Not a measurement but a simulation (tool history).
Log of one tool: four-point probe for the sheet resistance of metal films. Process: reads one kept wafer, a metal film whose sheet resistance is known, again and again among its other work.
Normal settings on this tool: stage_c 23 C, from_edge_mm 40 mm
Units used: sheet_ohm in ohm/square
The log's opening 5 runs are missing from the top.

run	hour	stage_c	from_edge_mm	touches since the probe head was changed	hours of work since the stage's thermometer was calibrated	sheet_ohm
6	280.5	28	40	65193	1823	0.801996
7	370.4	28	40	67243	1883	0.802336
8	458.2	33	40	69245	1941	0.798050
9	505.7	33	40	70326	1973	0.798079
10	547.4	23	40	71278	2001	0.806942
11	616.1	23	4	72843	2046	0.814062
# hour 646.1: new probe head fitted
12	690.1	23	4	1002	2095	0.802791
13	773.5	19	4	2905	2151	0.806902
# hour 825.3: stage's thermometer calibrated
14	848.7	35	40	4609	16	0.785427
15	937.7	35	40	6637	75	0.785958
16	977.7	35	40	7549	102	0.785824
17	1025.5	23	9	8639	133	0.797975
18	1070.2	23	40	9658	163	0.796359
19	1126.1	23	41	10932	201	0.796722
20	1217.9	23	41	13025	262	0.797393
21	1277.6	23	41	14387	302	0.797231
22	1368.1	23	41	16450	362	0.797593
23	1411.2	23	41	17432	391	0.797975
24	1466.3	21	11	18688	427	0.800325
25	1537.3	21	11	20308	475	0.800724
26	1630.5	21	11	22432	537	0.800634
27	1676.7	22	6	23486	568	0.802020
28	1761.3	19	3	25415	624	0.813959

Run 29 comes next. What will it give?
29	1834.7	19	3	27087	673	?

sheet_ohm: 0.814050 ohm/square
The same run, on a tool lacking any hidden state, would have yielded sheet_ohm 0.812877 ohm/square.
